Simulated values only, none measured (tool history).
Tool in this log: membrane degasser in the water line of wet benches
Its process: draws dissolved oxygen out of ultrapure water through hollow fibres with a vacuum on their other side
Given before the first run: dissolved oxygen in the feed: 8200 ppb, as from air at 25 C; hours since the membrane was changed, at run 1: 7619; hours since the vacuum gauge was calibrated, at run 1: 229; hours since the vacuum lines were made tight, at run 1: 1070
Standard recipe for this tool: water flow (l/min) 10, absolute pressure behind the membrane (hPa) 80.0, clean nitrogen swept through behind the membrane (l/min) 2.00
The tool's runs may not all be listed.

run,hour,water flow (l/min),absolute pressure behind the membrane (hPa),clean nitrogen swept through behind the membrane (l/min),hours since the membrane was changed,hours since the vacuum gauge was calibrated,hours since the vacuum lines were made tight,dissolved oxygen in the water behind the degasser (ppb),pressure that the water loses in the fibres (hPa)
1,0.0,10,80.0,2.00,7619,229,1070,394.9,302.1
2,147.8,10,80.0,1.93,7766,377,1218,398.9,305.4
3,257.7,7,80.0,2.00,7876,487,1328,159.1,212.3
4,357.4,7,80.0,2.00,7976,587,1427,158.5,218.6
5,518.6,7,80.0,2.00,8137,748,1588,163.1,216.1
6,663.9,7,80.0,2.00,8283,893,1734,163.5,213.9
7,751.6,10,80.0,2.00,8370,981,1821,409.0,303.7
8,926.9,10,80.0,2.00,8546,1156,1997,409.8,306.7
9,1032.1,10,80.0,2.00,8651,1261,2102,409.9,305.6
10,1128.4,10,80.0,1.79,8747,1358,2198,422.7,308.7
11,1272.0,10,80.0,1.79,8891,1501,2342,416.0,308.6
12,1449.3,10,80.0,2.00,9068,1679,2519,411.2,312.1
13,1616.5,10,80.0,1.74,9235,1846,2686,426.3,311.5
14,1815.0,8,80.0,2.00,9434,2044,2885,244.4,246.2
15,1927.3,8,80.0,2.63,9546,2157,2997,240.6,250.2
16,2031.4,10,80.0,2.00,9650,2261,3101,423.1,313.0
# hour 2040.7: vacuum gauge calibrated
17,2220.5,10,80.0,1.88,9839,180,3290,441.5,309.8
18,2394.3,8,100.0,1.84,10013,354,3464,276.3,251.4
19,2559.3,8,100.0,1.84,10178,519,3629,282.7,251.6
20,2771.3,13,49.6,1.82,10389,731,3841,718.9,412.6
21,2972.7,6,57.3,2.52,10591,932,4042,98.0,188.5
22,3143.7,7,88.5,2.93,10762,1103,4213,176.2,223.7
# hour 3266.7: vacuum gauge calibrated, once more
23,3268.8,13,200.0,0.93,10887,2,4338,1151.3,407.6
24,3479.7,13,200.0,0.93,11097,213,4548,1146.1,411.6
25,3650.6,7,80.0,2.00,11268,384,4719,184.8,221.4
26,3835.3,7,56.5,5.55,11453,569,4904,154.4,222.5
27,3949.3,16,56.3,2.00,11567,683,5018,1081.3,514.0
28,4087.1,6,56.3,2.00,11705,820,5156,105.5,192.4
# hour 4123.8: membrane cartridge changed
29,4270.2,7,118.1,1.83,146,999,5335,164.1,194.0
30,4415.8,7,117.7,3.31,292,1145,5481,126.3,191.9
31,4566.7,7,74.3,1.52,443,1296,5632,130.9,193.2

Consider 3 possible next runs. They are alternatives, not a sequence: every one starts from the tool as it was left by run 31. What does each give?
A,4665.3,11,121.4,3.08,541,1395,5730,?,?
B,4665.3,10,115.5,2.00,541,1395,5730,?,?
C,4665.3,15,88.2,2.00,541,1395,5730,?,?

run,dissolved oxygen in the water behind the degasser (ppb),pressure that the water loses in the fibres (hPa)
A,406.9,304.5
B,349.4,276.0
C,764.0,414.7
With the hidden condition removed and each run's random variation left untouched, the same runs would have given:
run,dissolved oxygen in the water behind the degasser (ppb),pressure that the water loses in the fibres (hPa)
A,395.9,302.5
B,338.2,274.1
C,748.7,411.9

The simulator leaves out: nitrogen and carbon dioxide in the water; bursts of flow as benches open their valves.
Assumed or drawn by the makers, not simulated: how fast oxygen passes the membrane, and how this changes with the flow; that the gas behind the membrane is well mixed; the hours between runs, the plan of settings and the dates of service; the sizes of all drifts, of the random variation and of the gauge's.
